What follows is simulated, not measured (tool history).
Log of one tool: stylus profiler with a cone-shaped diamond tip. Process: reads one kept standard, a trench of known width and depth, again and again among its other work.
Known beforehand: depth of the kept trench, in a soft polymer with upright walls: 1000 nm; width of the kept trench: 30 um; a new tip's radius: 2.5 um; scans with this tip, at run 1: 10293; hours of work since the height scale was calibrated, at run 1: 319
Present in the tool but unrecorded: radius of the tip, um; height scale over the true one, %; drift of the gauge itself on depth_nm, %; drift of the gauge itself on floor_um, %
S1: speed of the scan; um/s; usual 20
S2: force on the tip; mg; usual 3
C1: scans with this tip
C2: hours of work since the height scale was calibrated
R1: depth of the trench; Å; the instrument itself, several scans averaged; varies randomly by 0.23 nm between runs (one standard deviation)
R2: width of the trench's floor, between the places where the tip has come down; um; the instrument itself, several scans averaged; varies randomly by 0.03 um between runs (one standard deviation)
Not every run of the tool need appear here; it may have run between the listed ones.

run,hour,S1,S2,C1,C2,R1,R2
1,0,20,3,10293,319,10115.9,25.91
2,73,20,3,10626,364,10112.6,25.92
3,162.5,59,3,11032,420,10112.6,25.82
4,249.8,59,3,11429,474,10112.6,25.84
5,319.2,20,1.76,11744,517,10078.9,25.94
6,382.9,20,3,12034,557,10114.7,25.92
7,473.5,20,3,12446,613,10114.9,25.95
8,557.3,53,3,12827,666,10112.1,25.92
9,659.5,53,3,13291,729,10114.6,25.84
10,714.4,53,3,13541,763,10116.4,25.84
11,802.9,53,3,13943,818,10112.2,25.79
12,869.6,11,3,14247,860,10111.2,26
13,929.1,20,3,14517,897,10109.9,25.89
14,1005.7,20,3,14865,944,10115,25.97
15,1109.9,20,3,15339,1009,10113.3,25.9
16,1168.1,17,3,15604,1045,10113.1,25.91
# hour 1192.6: height scale calibrated on a step standard
17,1218.1,17,3,15828,16,10112,25.92
18,1282.2,20,2.57,16120,56,10101.7,25.94
19,1368.5,20,2.57,16512,109,10102,25.91
20,1450.1,39,8.72,16883,160,10232.5,25.94
21,1501.8,37,3.41,17118,192,10122.5,25.88
22,1579.3,13,2.78,17470,241,10106.5,25.95
23,1653.5,6,5.34,17807,287,10168.1,25.97
24,1719,9,1.79,18105,327,10079.4,25.94
25,1792,9,1.61,18437,373,10076.1,25.93
26,1849.3,9,1.61,18698,408,10074.7,25.93
27,1951.5,24,2.7,19162,472,10108.2,25.97
28,2007.9,74,1.03,19419,507,10058.2,25.64
29,2103.9,23,3,19855,567,10110.6,25.89
30,2149.5,19,2.92,20062,595,10110.8,25.88
31,2194.4,31,1.91,20266,623,10084.2,25.8
32,2279.7,5,3.47,20654,676,10125.7,25.99
33,2374.5,8,3.87,21085,735,10132.1,25.99
34,2450.9,30,2.36,21433,783,10095,25.91
35,2509.4,30,2.36,21698,819,10095.4,25.92
36,2561.2,30,2.36,21934,851,10093.5,25.89
37,2650.1,30,2.36,22338,907,10095.3,25.88

For each entry between runs, how does the tool's hidden state at the last listed run before it compare with that at the first listed run after it?
From run 16 to run 17: height scale calibrated on a step standard (hour 1192.6)
  height scale over the true one, %: -0.002 -> 0
  measured value less the no-hidden-state value, R2: -0.02 -> -0.01 um
